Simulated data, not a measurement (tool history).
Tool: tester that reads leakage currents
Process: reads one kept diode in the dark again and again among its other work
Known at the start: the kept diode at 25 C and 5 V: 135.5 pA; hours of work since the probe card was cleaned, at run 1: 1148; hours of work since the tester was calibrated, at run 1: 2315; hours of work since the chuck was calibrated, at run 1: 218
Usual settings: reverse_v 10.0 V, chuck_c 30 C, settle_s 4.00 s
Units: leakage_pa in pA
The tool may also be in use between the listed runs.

| run | hour | reverse_v | chuck_c | settle_s | hours of work since the probe card was cleaned | hours of work since the tester was calibrated | hours of work since the chuck was calibrated | leakage_pa |
|---|---|---|---|---|---|---|---|---|
| 1 | 0.0 | 10.0 | 30 | 4.00 | 1148 | 2315 | 218 | 266.47 |
| 2 | 100.6 | 10.0 | 30 | 4.00 | 1227 | 2393 | 297 | 266.01 |
| 3 | 213.2 | 10.0 | 22 | 4.00 | 1314 | 2480 | 384 | 146.99 |
| 4 | 341.5 | 10.0 | 22 | 4.00 | 1414 | 2580 | 484 | 145.58 |
|  | 362.4 | probe card cleaned and baked |
| 5 | 452.3 | 10.0 | 22 | 1.41 | 70 | 2664 | 567 | 140.15 |
| 6 | 628.3 | 10.0 | 22 | 1.41 | 207 | 2800 | 704 | 138.93 |
| 7 | 747.5 | 10.0 | 23 | 4.00 | 299 | 2893 | 797 | 148.91 |
| 8 | 869.1 | 10.0 | 23 | 4.00 | 394 | 2987 | 891 | 148.35 |
| 9 | 969.3 | 10.0 | 30 | 4.00 | 471 | 3065 | 969 | 249.72 |
| 10 | 1075.6 | 10.0 | 30 | 4.00 | 554 | 3148 | 1052 | 247.28 |
| 11 | 1233.0 | 10.0 | 30 | 4.00 | 676 | 3270 | 1174 | 246.08 |
| 12 | 1412.9 | 10.0 | 30 | 5.46 | 816 | 3410 | 1314 | 243.80 |
| 13 | 1543.1 | 10.0 | 55 | 9.61 | 917 | 3511 | 1415 | 1350.27 |
| 14 | 1633.9 | 17.0 | 55 | 0.38 | 988 | 3581 | 1485 | 1675.07 |
|  | 1671.3 | chuck's temperature calibrated |
| 15 | 1821.7 | 10.0 | 30 | 0.97 | 1132 | 3726 | 117 | 268.23 |
| 16 | 2015.5 | 10.0 | 30 | 0.97 | 1283 | 3876 | 267 | 264.68 |
| 17 | 2146.1 | 3.9 | 30 | 0.97 | 1384 | 3978 | 369 | 176.29 |
|  | 2215.0 | probe card cleaned and baked |
| 18 | 2262.1 | 3.9 | 30 | 0.97 | 37 | 4066 | 457 | 172.78 |
| 19 | 2438.1 | 3.9 | 30 | 0.97 | 173 | 4202 | 593 | 171.03 |
| 20 | 2554.6 | 1.3 | 30 | 0.48 | 264 | 4293 | 684 | 107.86 |
| 21 | 2641.5 | 1.3 | 30 | 0.48 | 331 | 4360 | 751 | 106.96 |
| 22 | 2820.4 | 1.8 | 34 | 1.88 | 470 | 4499 | 890 | 162.20 |
| 23 | 2974.9 | 1.8 | 35 | 5.29 | 590 | 4619 | 1010 | 172.04 |
| 24 | 3098.5 | 10.0 | 38 | 5.92 | 686 | 4715 | 1106 | 437.54 |

Forecast each of these 3 alternatives for the next run:
| A | 3228.0 | 10.0 | 24 | 6.77 | 787 | 4816 | 1207 | ? |
| B | 3228.0 | 10.0 | 32 | 8.57 | 787 | 4816 | 1207 | ? |
| C | 3228.0 | 10.0 | 38 | 0.32 | 787 | 4816 | 1207 | ? |

| run | leakage_pa |
|---|---|
| A | 155.87 |
| B | 282.46 |
| C | 439.91 |
Without the tool's hidden state the same runs would have given:
| run | leakage_pa |
|---|---|
| A | 168.20 |
| B | 306.70 |
| C | 477.77 |
